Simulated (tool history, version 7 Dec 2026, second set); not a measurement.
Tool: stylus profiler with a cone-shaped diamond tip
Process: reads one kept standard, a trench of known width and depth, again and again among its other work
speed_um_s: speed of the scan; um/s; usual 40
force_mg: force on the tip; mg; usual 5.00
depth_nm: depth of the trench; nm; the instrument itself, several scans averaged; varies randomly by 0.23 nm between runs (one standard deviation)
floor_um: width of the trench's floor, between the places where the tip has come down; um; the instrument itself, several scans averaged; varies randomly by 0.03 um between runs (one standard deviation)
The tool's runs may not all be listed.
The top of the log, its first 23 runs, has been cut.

run	hour	speed_um_s	force_mg	depth_nm	floor_um
24	510.5	133	13.04	1033.03	25.48
25	524.5	30	13.04	1032.93	25.72
26	547.3	30	13.04	1033.20	25.66
27	560.4	30	13.04	1032.70	25.62
28	574.3	17	5.94	1018.64	25.67
29	588.9	18	2.98	1012.08	25.62
30	605.1	77	2.98	1011.98	25.26
31	635.2	77	2.98	1011.92	25.15
32	652.4	111	4.37	1015.32	25.04
33	674.0	42	5.57	1018.33	25.36
34	699.7	15	12.41	1031.66	25.39
35	717.1	15	12.41	1031.73	25.39
36	738.3	124	4.14	1014.22	24.82
37	767.6	12	2.02	1008.63	25.26
38	792.2	12	2.02	1009.08	25.24
39	806.2	12	2.02	1008.58	25.20
40	834.5	76	5.00	1016.59	24.96
41	857.3	41	14.81	1035.80	25.13
42	881.7	41	14.81	1035.61	25.13
43	899.6	24	5.00	1017.00	25.02
44	926.0	24	5.00	1016.35	25.01
45	938.6	16	8.80	1024.87	25.07

Alternative continuations, all from the tool just after run 45; predict every row:
A	959.6	133	7.90	?	?
B	959.6	11	2.95	?	?
C	959.6	17	4.32	?	?
D	959.6	31	7.31	?	?
E	959.6	47	5.11	?	?

run	depth_nm	floor_um
A	1023.15	24.60
B	1011.51	24.99
C	1014.92	25.03
D	1021.28	24.91
E	1017.18	24.95
With the hidden condition removed and each run's random variation left untouched, the same runs would have given:
run	depth_nm	floor_um
A	1024.55	26.06
B	1012.90	26.45
C	1016.32	26.49
D	1022.68	26.37
E	1018.58	26.41
